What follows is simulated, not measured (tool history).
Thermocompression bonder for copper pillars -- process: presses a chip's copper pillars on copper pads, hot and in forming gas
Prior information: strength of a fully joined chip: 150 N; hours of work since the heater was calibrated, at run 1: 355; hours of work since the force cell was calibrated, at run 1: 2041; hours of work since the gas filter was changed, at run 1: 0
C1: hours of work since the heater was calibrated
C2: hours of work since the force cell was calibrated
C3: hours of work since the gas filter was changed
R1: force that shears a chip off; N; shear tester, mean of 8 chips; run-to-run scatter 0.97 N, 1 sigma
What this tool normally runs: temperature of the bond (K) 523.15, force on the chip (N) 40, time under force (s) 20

{"run": 1, "hour": 0.0, "temperature of the bond (K)": 523.15, "force on the chip (N)": 40, "time under force (s)": 20, "C1": 355, "C2": 2041, "C3": 0, "R1": 83.0}
{"hour": 5.5, "done": "force cell calibrated"}
{"run": 2, "hour": 43.9, "temperature of the bond (K)": 523.15, "force on the chip (N)": 28, "time under force (s)": 20, "C1": 383, "C2": 26, "C3": 29, "R1": 67.9}
{"run": 3, "hour": 119.2, "temperature of the bond (K)": 532.15, "force on the chip (N)": 28, "time under force (s)": 20, "C1": 434, "C2": 77, "C3": 79, "R1": 79.2}
{"run": 4, "hour": 159.4, "temperature of the bond (K)": 532.15, "force on the chip (N)": 28, "time under force (s)": 20, "C1": 461, "C2": 104, "C3": 106, "R1": 76.4}
{"run": 5, "hour": 194.2, "temperature of the bond (K)": 532.15, "force on the chip (N)": 28, "time under force (s)": 20, "C1": 484, "C2": 127, "C3": 130, "R1": 75.9}
{"run": 6, "hour": 252.0, "temperature of the bond (K)": 532.15, "force on the chip (N)": 28, "time under force (s)": 20, "C1": 523, "C2": 166, "C3": 169, "R1": 77.0}
{"run": 7, "hour": 295.6, "temperature of the bond (K)": 532.15, "force on the chip (N)": 28, "time under force (s)": 20, "C1": 553, "C2": 195, "C3": 198, "R1": 75.2}
{"run": 8, "hour": 331.6, "temperature of the bond (K)": 532.15, "force on the chip (N)": 28, "time under force (s)": 20, "C1": 577, "C2": 219, "C3": 222, "R1": 73.9}
{"run": 9, "hour": 387.5, "temperature of the bond (K)": 523.15, "force on the chip (N)": 35, "time under force (s)": 20, "C1": 615, "C2": 257, "C3": 260, "R1": 70.4}
{"run": 10, "hour": 442.7, "temperature of the bond (K)": 523.15, "force on the chip (N)": 35, "time under force (s)": 20, "C1": 652, "C2": 294, "C3": 297, "R1": 70.2}
{"run": 11, "hour": 509.8, "temperature of the bond (K)": 546.15, "force on the chip (N)": 35, "time under force (s)": 20, "C1": 697, "C2": 339, "C3": 342, "R1": 97.0}
{"run": 12, "hour": 589.4, "temperature of the bond (K)": 546.15, "force on the chip (N)": 35, "time under force (s)": 20, "C1": 750, "C2": 393, "C3": 396, "R1": 95.3}
{"run": 13, "hour": 629.8, "temperature of the bond (K)": 546.15, "force on the chip (N)": 35, "time under force (s)": 12, "C1": 778, "C2": 420, "C3": 423, "R1": 83.4}
{"run": 14, "hour": 695.5, "temperature of the bond (K)": 546.15, "force on the chip (N)": 35, "time under force (s)": 12, "C1": 822, "C2": 464, "C3": 467, "R1": 80.3}
{"hour": 726.9, "done": "forming gas filter changed"}
{"run": 15, "hour": 771.2, "temperature of the bond (K)": 523.15, "force on the chip (N)": 40, "time under force (s)": 20, "C1": 872, "C2": 515, "C3": 30, "R1": 77.8}
{"run": 16, "hour": 813.1, "temperature of the bond (K)": 523.15, "force on the chip (N)": 40, "time under force (s)": 20, "C1": 901, "C2": 543, "C3": 58, "R1": 77.5}
{"run": 17, "hour": 846.8, "temperature of the bond (K)": 523.15, "force on the chip (N)": 40, "time under force (s)": 20, "C1": 923, "C2": 566, "C3": 81, "R1": 76.6}
{"run": 18, "hour": 926.1, "temperature of the bond (K)": 523.15, "force on the chip (N)": 40, "time under force (s)": 20, "C1": 977, "C2": 619, "C3": 134, "R1": 75.0}
{"run": 19, "hour": 964.8, "temperature of the bond (K)": 523.15, "force on the chip (N)": 40, "time under force (s)": 20, "C1": 1003, "C2": 645, "C3": 160, "R1": 75.7}
{"run": 20, "hour": 1044.4, "temperature of the bond (K)": 523.15, "force on the chip (N)": 40, "time under force (s)": 20, "C1": 1056, "C2": 699, "C3": 214, "R1": 74.6}
{"run": 21, "hour": 1089.7, "temperature of the bond (K)": 514.15, "force on the chip (N)": 53, "time under force (s)": 20, "C1": 1087, "C2": 729, "C3": 244, "R1": 73.7}
{"run": 22, "hour": 1150.7, "temperature of the bond (K)": 523.15, "force on the chip (N)": 30, "time under force (s)": 41, "C1": 1128, "C2": 770, "C3": 285, "R1": 81.1}
{"run": 23, "hour": 1221.4, "temperature of the bond (K)": 523.15, "force on the chip (N)": 27, "time under force (s)": 23, "C1": 1175, "C2": 818, "C3": 333, "R1": 62.3}
{"run": 24, "hour": 1273.0, "temperature of the bond (K)": 493.15, "force on the chip (N)": 40, "time under force (s)": 17, "C1": 1210, "C2": 853, "C3": 368, "R1": 37.2}
{"hour": 1300.9, "done": "heater calibrated with a thermocouple chip"}
{"run": 25, "hour": 1308.3, "temperature of the bond (K)": 502.15, "force on the chip (N)": 34, "time under force (s)": 34, "C1": 5, "C2": 875, "C3": 390, "R1": 59.7}
{"run": 26, "hour": 1370.1, "temperature of the bond (K)": 523.15, "force on the chip (N)": 43, "time under force (s)": 25, "C1": 47, "C2": 917, "C3": 432, "R1": 85.1}
{"run": 27, "hour": 1407.8, "temperature of the bond (K)": 523.15, "force on the chip (N)": 43, "time under force (s)": 25, "C1": 72, "C2": 942, "C3": 457, "R1": 84.6}
{"hour": 1449.8, "done": "forming gas filter changed"}
{"run": 28, "hour": 1477.3, "temperature of the bond (K)": 523.15, "force on the chip (N)": 39, "time under force (s)": 15, "C1": 118, "C2": 989, "C3": 18, "R1": 72.0}
{"run": 29, "hour": 1529.4, "temperature of the bond (K)": 509.15, "force on the chip (N)": 40, "time under force (s)": 20, "C1": 153, "C2": 1024, "C3": 54, "R1": 64.4}
{"run": 30, "hour": 1589.9, "temperature of the bond (K)": 509.15, "force on the chip (N)": 40, "time under force (s)": 20, "C1": 194, "C2": 1064, "C3": 94, "R1": 63.1}
{"run": 31, "hour": 1656.0, "temperature of the bond (K)": 509.15, "force on the chip (N)": 40, "time under force (s)": 20, "C1": 239, "C2": 1109, "C3": 139, "R1": 63.9}
{"run": 32, "hour": 1734.1, "temperature of the bond (K)": 523.15, "force on the chip (N)": 42, "time under force (s)": 39, "C1": 291, "C2": 1161, "C3": 191, "R1": 99.4}
{"run": 33, "hour": 1805.5, "temperature of the bond (K)": 523.15, "force on the chip (N)": 42, "time under force (s)": 39, "C1": 339, "C2": 1209, "C3": 239, "R1": 97.0}
{"run": 34, "hour": 1852.9, "temperature of the bond (K)": 523.15, "force on the chip (N)": 42, "time under force (s)": 39, "C1": 371, "C2": 1241, "C3": 271, "R1": 97.3}
{"run": 35, "hour": 1930.4, "temperature of the bond (K)": 523.15, "force on the chip (N)": 32, "time under force (s)": 15, "C1": 423, "C2": 1293, "C3": 323, "R1": 60.3}
{"run": 36, "hour": 1970.2, "temperature of the bond (K)": 530.15, "force on the chip (N)": 35, "time under force (s)": 22, "C1": 450, "C2": 1320, "C3": 350, "R1": 82.2}
{"run": 37, "hour": 2023.2, "temperature of the bond (K)": 516.15, "force on the chip (N)": 29, "time under force (s)": 22, "C1": 486, "C2": 1356, "C3": 386, "R1": 59.1}
{"run": 38, "hour": 2096.5, "temperature of the bond (K)": 503.15, "force on the chip (N)": 27, "time under force (s)": 20, "C1": 535, "C2": 1405, "C3": 435, "R1": 41.3}
{"run": 39, "hour": 2153.2, "temperature of the bond (K)": 544.15, "force on the chip (N)": 27, "time under force (s)": 20, "C1": 573, "C2": 1443, "C3": 473, "R1": 81.5}

Each row is a separate what-if for the run after 39, all from the same tool condition, not one after another. Results?
{"hour": 2174.8, "done": "forming gas filter changed"}
{"run": "A", "hour": 2191.2, "temperature of the bond (K)": 552.15, "force on the chip (N)": 55, "time under force (s)": 16, "C1": 598, "C2": 1469, "C3": 11, "R1": "?"}
{"hour": 2174.8, "done": "forming gas filter changed"}
{"run": "B", "hour": 2191.2, "temperature of the bond (K)": 542.15, "force on the chip (N)": 53, "time under force (s)": 20, "C1": 598, "C2": 1469, "C3": 11, "R1": "?"}
{"hour": 2174.8, "done": "forming gas filter changed"}
{"run": "C", "hour": 2191.2, "temperature of the bond (K)": 544.15, "force on the chip (N)": 27, "time under force (s)": 27, "C1": 598, "C2": 1469, "C3": 11, "R1": "?"}
{"hour": 2174.8, "done": "forming gas filter changed"}
{"run": "D", "hour": 2191.2, "temperature of the bond (K)": 523.15, "force on the chip (N)": 40, "time under force (s)": 11, "C1": 598, "C2": 1469, "C3": 11, "R1": "?"}

run=A R1=120.2
run=B R1=113.8
run=C R1=97.8
run=D R1=63.2
With no hidden state in the tool, these same runs would have given:
run=A R1=123.4
run=B R1=117.3
run=C R1=101.6
run=D R1=66.8

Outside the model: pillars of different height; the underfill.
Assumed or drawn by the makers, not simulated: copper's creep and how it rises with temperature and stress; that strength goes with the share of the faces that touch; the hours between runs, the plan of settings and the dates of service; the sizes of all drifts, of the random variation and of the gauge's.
